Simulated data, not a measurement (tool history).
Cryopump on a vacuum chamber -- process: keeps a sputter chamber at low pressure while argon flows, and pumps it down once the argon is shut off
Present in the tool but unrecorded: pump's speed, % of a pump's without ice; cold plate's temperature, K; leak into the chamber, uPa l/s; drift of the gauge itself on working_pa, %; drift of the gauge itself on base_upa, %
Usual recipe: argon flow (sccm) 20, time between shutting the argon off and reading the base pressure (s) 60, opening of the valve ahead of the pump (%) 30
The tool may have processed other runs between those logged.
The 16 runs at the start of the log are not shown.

run	hour	argon flow (sccm)	time between shutting the argon off and reading the base pressure (s)	opening of the valve ahead of the pump (%)	hours of work since the pump was warmed up and emptied	hours of work since the cold head was overhauled	hours of work since the chamber's fittings were tightened	pressure while argon flows (Pa)	pressure after the wait (uPa)
17	283.9	20	49	30	724	724	636	0.0533	2.04
18	304.9	20	49	30	740	740	652	0.0536	2.02
19	329.8	20	148	31	759	759	672	0.0522	1.43
20	341.4	15	60	52	769	769	681	0.0244	1.89
21	352.7	20	204	58	777	777	690	0.03	1.36
22	378.5	20	161	53	797	797	710	0.0316	1.43
23	392.7	19	85	25	809	809	721	0.0617	1.77
24	403.8	40	242	42	817	817	729	0.0798	1.46
25	426.8	40	242	42	835	835	747	0.0802	1.44
26	439.1	40	59	21	845	845	757	0.1525	2.09
27	456.9	40	59	21	858	858	771	0.1524	2.13
28	478.6	31	60	30	875	875	788	0.0851	2.12
29	490.1	15	60	30	884	884	797	0.0417	2.08
30	508	13	241	17	898	898	811	0.0615	1.59

For run 31, what comes out?
31	521.8	18	27	45	909	909	821	?	?

pressure while argon flows (Pa): 0.0335
pressure after the wait (uPa): 3.11
Were there no unlogged condition in the tool, this run, its random variation unchanged, would have produced pressure while argon flows (Pa) 0.0302, pressure after the wait (uPa) 1.82.
